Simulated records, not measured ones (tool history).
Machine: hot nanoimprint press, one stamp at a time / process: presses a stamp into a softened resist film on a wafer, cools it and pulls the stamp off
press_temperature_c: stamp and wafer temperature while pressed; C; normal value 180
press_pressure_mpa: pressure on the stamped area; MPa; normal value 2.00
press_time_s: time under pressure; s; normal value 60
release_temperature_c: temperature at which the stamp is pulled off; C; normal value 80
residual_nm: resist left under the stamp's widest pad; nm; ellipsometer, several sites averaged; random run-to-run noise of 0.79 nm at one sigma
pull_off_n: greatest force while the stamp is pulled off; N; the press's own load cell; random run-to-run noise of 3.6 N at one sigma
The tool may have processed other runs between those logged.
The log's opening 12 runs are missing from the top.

run	hour	press_temperature_c	press_pressure_mpa	press_time_s	release_temperature_c	hours of work since the thermocouple was calibrated	imprints on the stamp's release coat	hours of work since the press's seals were changed	residual_nm	pull_off_n
13	194.8	180	2.00	60	80	492	216	192	170.8	176
14	204.5	180	2.00	60	80	499	251	199	171.3	187
15	216.4	180	2.00	60	80	508	294	208	170.6	176
16	231.8	189	1.98	60	80	519	350	219	131.3	180
17	253.4	189	1.20	52	71	535	428	235	177.4	229
# hour 268.1: plate thermocouple calibrated
18	274.7	184	1.74	60	80	5	495	248	170.4	200
19	294.0	184	2.90	60	88	19	565	263	132.9	164
20	303.8	184	2.90	60	88	26	600	270	132.5	165
21	322.3	180	2.06	60	72	40	668	283	176.6	246
22	344.2	171	2.28	99	68	56	747	299	186.2	276
23	364.8	186	1.39	35	87	71	822	314	220.3	180
24	382.0	186	2.00	89	80	83	884	327	125.9	216
25	396.3	186	1.92	107	80	94	936	337	117.5	219
26	417.2	186	1.92	107	80	109	1012	353	117.6	226
27	429.0	186	1.92	107	80	117	1055	361	117.7	222
28	439.5	186	1.92	38	80	125	1093	369	181.9	224
29	455.8	186	1.92	38	80	137	1152	381	183.7	232
# hour 474.3: stamp cleaned and given a new release coat
30	478.0	186	1.92	38	80	149	13	393	182.0	174

Each row is a separate what-if for the run after 30, all from the same tool condition, not one after another. Results?
A	489.8	186	1.92	38	65	158	56	401	?	?
B	489.8	179	2.00	60	76	158	56	401	?	?
C	489.8	186	3.04	38	86	158	56	401	?	?

run	residual_nm	pull_off_n
A	182.6	240
B	184.1	187
C	147.7	150
Without the tool's unlogged condition, the same runs would have read:
run	residual_nm	pull_off_n
A	184.9	239
B	186.7	186
C	149.3	150

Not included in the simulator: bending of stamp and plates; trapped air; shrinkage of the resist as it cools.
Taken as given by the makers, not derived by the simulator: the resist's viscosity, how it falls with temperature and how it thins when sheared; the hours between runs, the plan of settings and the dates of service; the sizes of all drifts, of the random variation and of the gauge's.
